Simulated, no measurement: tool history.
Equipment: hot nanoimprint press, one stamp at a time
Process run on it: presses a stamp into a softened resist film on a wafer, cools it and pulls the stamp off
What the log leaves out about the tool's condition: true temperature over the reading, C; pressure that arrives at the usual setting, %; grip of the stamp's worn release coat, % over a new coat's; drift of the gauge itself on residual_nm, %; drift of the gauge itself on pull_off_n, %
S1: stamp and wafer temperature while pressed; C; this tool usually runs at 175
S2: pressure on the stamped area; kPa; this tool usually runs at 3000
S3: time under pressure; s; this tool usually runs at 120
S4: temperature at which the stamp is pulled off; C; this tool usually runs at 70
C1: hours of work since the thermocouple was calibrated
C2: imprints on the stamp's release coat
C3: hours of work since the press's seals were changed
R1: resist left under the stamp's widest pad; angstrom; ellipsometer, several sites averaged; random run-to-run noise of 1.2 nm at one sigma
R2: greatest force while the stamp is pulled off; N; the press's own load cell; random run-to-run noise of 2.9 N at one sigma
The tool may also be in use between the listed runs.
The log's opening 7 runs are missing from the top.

run	hour	S1	S2	S3	S4	C1	C2	C3	R1	R2
# hour 404.1: plate thermocouple calibrated
8	441.6	175	3000	218	70	16	1116	453	1636	164
# hour 498: stamp cleaned and given a new release coat
9	498.1	175	3000	120	70	38	1	475	1926	145
10	548.5	175	3000	68	70	60	161	497	2233	149
11	591.1	175	3000	68	70	79	296	515	2207	149
12	631.4	175	3000	120	70	96	424	533	1927	149
13	680.2	186	3000	120	70	117	579	554	1363	150
14	755.2	180	3000	120	70	150	818	586	1664	165
# hour 773.2: plate thermocouple calibrated, once more
15	830.8	180	3000	120	70	25	1049	618	1518	156
16	871	180	3000	120	70	42	1176	635	1521	165
# hour 908: stamp cleaned and given a new release coat
17	934.3	170	3000	120	70	67	83	660	2066	139
18	1012.7	177	3080	120	70	101	333	694	1666	149
19	1081.5	180	4130	120	70	131	551	724	1291	148
20	1126.6	180	4130	120	70	151	695	744	1336	154
21	1183.2	172	3540	120	70	175	875	768	1873	156
22	1240.1	172	3540	120	70	200	1056	793	1878	153
23	1296	180	2000	162	70	224	1233	817	1706	161
# hour 1313: stamp cleaned and given a new release coat
24	1379.5	180	2000	162	70	258	211	851	1732	146
25	1434	180	2000	162	70	282	385	874	1747	145
26	1488.9	167	3000	120	72	305	559	898	2298	150
27	1538.9	167	4490	130	73	327	718	920	2008	146
28	1610.9	184	3500	102	71	358	947	951	1376	155
29	1656.3	175	3000	224	70	378	1091	971	1552	162
# hour 1717: stamp cleaned and given a new release coat
# hour 1745.2: press's hydraulic seals changed and the load cell set to zero
30	1745.3	175	2320	224	70	411	64	0	1734	141
31	1805.6	175	2320	224	70	437	256	26	1750	145

Forecast each of these 3 alternatives for the next run:
A	1843.3	175	2630	224	70	453	376	43	?	?
B	1843.3	175	2360	120	68	453	376	43	?	?
C	1843.3	170	2160	224	69	453	376	43	?	?

run	R1	R2
A	1660	149
B	2068	150
C	2138	154
Had the tool no hidden state, the same runs would have come out as:
run	R1	R2
A	1563	138
B	1970	139
C	2034	143
